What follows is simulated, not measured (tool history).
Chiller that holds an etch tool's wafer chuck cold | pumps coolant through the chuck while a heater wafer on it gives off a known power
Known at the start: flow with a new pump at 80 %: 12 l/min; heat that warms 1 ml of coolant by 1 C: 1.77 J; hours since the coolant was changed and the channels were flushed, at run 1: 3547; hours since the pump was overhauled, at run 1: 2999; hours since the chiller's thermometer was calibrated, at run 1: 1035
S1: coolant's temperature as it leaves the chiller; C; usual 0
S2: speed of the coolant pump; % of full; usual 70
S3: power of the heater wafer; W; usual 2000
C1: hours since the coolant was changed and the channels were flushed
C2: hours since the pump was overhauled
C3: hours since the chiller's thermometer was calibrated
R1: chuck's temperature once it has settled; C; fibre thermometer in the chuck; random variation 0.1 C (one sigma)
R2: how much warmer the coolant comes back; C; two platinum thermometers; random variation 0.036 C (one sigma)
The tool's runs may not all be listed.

run 1 hour=0.0 | S1=0 S2=70 S3=2000 | C1=3547 C2=2999 C3=1035 | R1=23.4 R2=6.65
run 2 hour=71.8 | S1=0 S2=70 S3=2000 | C1=3619 C2=3070 C3=1107 | R1=23.4 R2=6.57
run 3 hour=112.8 | S1=0 S2=70 S3=2000 | C1=3660 C2=3111 C3=1148 | R1=23.4 R2=6.53
run 4 hour=187.1 | S1=0 S2=70 S3=2000 | C1=3734 C2=3186 C3=1222 | R1=23.4 R2=6.54
run 5 hour=230.5 | S1=0 S2=81 S3=2000 | C1=3778 C2=3229 C3=1266 | R1=21.1 R2=5.47
run 6 hour=269.5 | S1=0 S2=81 S3=2000 | C1=3817 C2=3268 C3=1305 | R1=21.0 R2=5.45
run 7 hour=340.4 | S1=-4 S2=70 S3=2000 | C1=3887 C2=3339 C3=1376 | R1=19.4 R2=6.55
run 8 hour=392.9 | S1=-4 S2=70 S3=2000 | C1=3940 C2=3392 C3=1428 | R1=19.4 R2=6.45
run 9 hour=471.2 | S1=-4 S2=70 S3=2000 | C1=4018 C2=3470 C3=1506 | R1=19.6 R2=6.45
run 10 hour=506.7 | S1=0 S2=70 S3=2000 | C1=4054 C2=3505 C3=1542 | R1=23.4 R2=6.45
run 11 hour=568.1 | S1=0 S2=70 S3=2000 | C1=4115 C2=3567 C3=1603 | R1=23.3 R2=6.40
run 12 hour=626.9 | S1=0 S2=70 S3=2000 | C1=4174 C2=3626 C3=1662 | R1=23.5 R2=6.43
run 13 hour=697.8 | S1=0 S2=70 S3=2000 | C1=4245 C2=3696 C3=1733 | R1=23.6 R2=6.36
run 14 hour=770.1 | S1=0 S2=70 S3=2687 | C1=4317 C2=3769 C3=1805 | R1=31.4 R2=8.58
run 15 hour=839.9 | S1=0 S2=70 S3=2687 | C1=4387 C2=3839 C3=1875 | R1=31.4 R2=8.56
run 16 hour=911.0 | S1=0 S2=70 S3=2000 | C1=4458 C2=3910 C3=1946 | R1=23.4 R2=6.24
run 17 hour=971.3 | S1=0 S2=70 S3=2000 | C1=4518 C2=3970 C3=2006 | R1=23.4 R2=6.23
run 18 hour=1020.0 | S1=-1 S2=69 S3=1950 | C1=4567 C2=4019 C3=2055 | R1=22.2 R2=6.23
run 19 hour=1068.3 | S1=-1 S2=69 S3=1950 | C1=4615 C2=4067 C3=2103 | R1=22.1 R2=6.16
run 20 hour=1108.6 | S1=-5 S2=63 S3=1950 | C1=4656 C2=4107 C3=2144 | R1=19.5 R2=6.86
run 21 hour=1168.9 | S1=-5 S2=63 S3=1950 | C1=4716 C2=4167 C3=2204 | R1=19.7 R2=6.85
run 22 hour=1216.2 | S1=0 S2=100 S3=1349 | C1=4763 C2=4215 C3=2251 | R1=12.1 R2=2.58
run 23 hour=1254.1 | S1=-8 S2=79 S3=1941 | C1=4801 C2=4253 C3=2289 | R1=12.9 R2=5.12
run 24 hour=1309.2 | S1=0 S2=83 S3=2000 | C1=4856 C2=4308 C3=2344 | R1=20.7 R2=4.94
-- hour=1318.8 gauge calibrated
run 25 hour=1347.9 | S1=-3 S2=83 S3=2302 | C1=4895 C2=4346 C3=2383 | R1=20.8 R2=6.21
run 26 hour=1408.9 | S1=-3 S2=83 S3=2302 | C1=4956 C2=4407 C3=2444 | R1=21.0 R2=6.23
run 27 hour=1478.2 | S1=1 S2=95 S3=2611 | C1=5025 C2=4477 C3=2513 | R1=25.3 R2=5.99
run 28 hour=1534.2 | S1=0 S2=95 S3=2611 | C1=5081 C2=4533 C3=2569 | R1=24.4 R2=5.99
run 29 hour=1576.9 | S1=0 S2=95 S3=2611 | C1=5124 C2=4576 C3=2612 | R1=24.5 R2=6.04
run 30 hour=1655.9 | S1=0 S2=95 S3=2611 | C1=5203 C2=4655 C3=2691 | R1=24.4 R2=6.01
run 31 hour=1717.0 | S1=1 S2=68 S3=1119 | C1=5264 C2=4716 C3=2752 | R1=14.3 R2=3.66

The same runs without the tool's hidden state, with the same run-to-run variation:
The hidden state here: heat passed by the chuck's channels, % of clean ones'; flow at a given pump speed, % of a new pump's; coolant's true temperature over the reading, C; drift of the gauge itself on chuck_c, C; drift of the gauge itself on warmer_back_c, C.
run=1 R2=6.65
run=2 R2=6.59
run=3 R2=6.57
run=4 R2=6.60
run=5 R2=5.54
run=6 R2=5.54
run=7 R2=6.66
run=8 R2=6.58
run=9 R2=6.61
run=10 R2=6.62
run=11 R2=6.59
run=12 R2=6.63
run=13 R2=6.59
run=14 R2=8.83
run=15 R2=8.83
run=16 R2=6.54
run=17 R2=6.56
run=18 R2=6.57
run=19 R2=6.52
run=20 R2=7.23
run=21 R2=7.24
run=22 R2=2.98
run=23 R2=5.53
run=24 R2=5.38
run=25 R2=6.22
run=26 R2=6.25
run=27 R2=6.04
run=28 R2=6.06
run=29 R2=6.12
run=30 R2=6.12
run=31 R2=3.79
R1: differs from the measured result by no more than 0.1 C in any run.
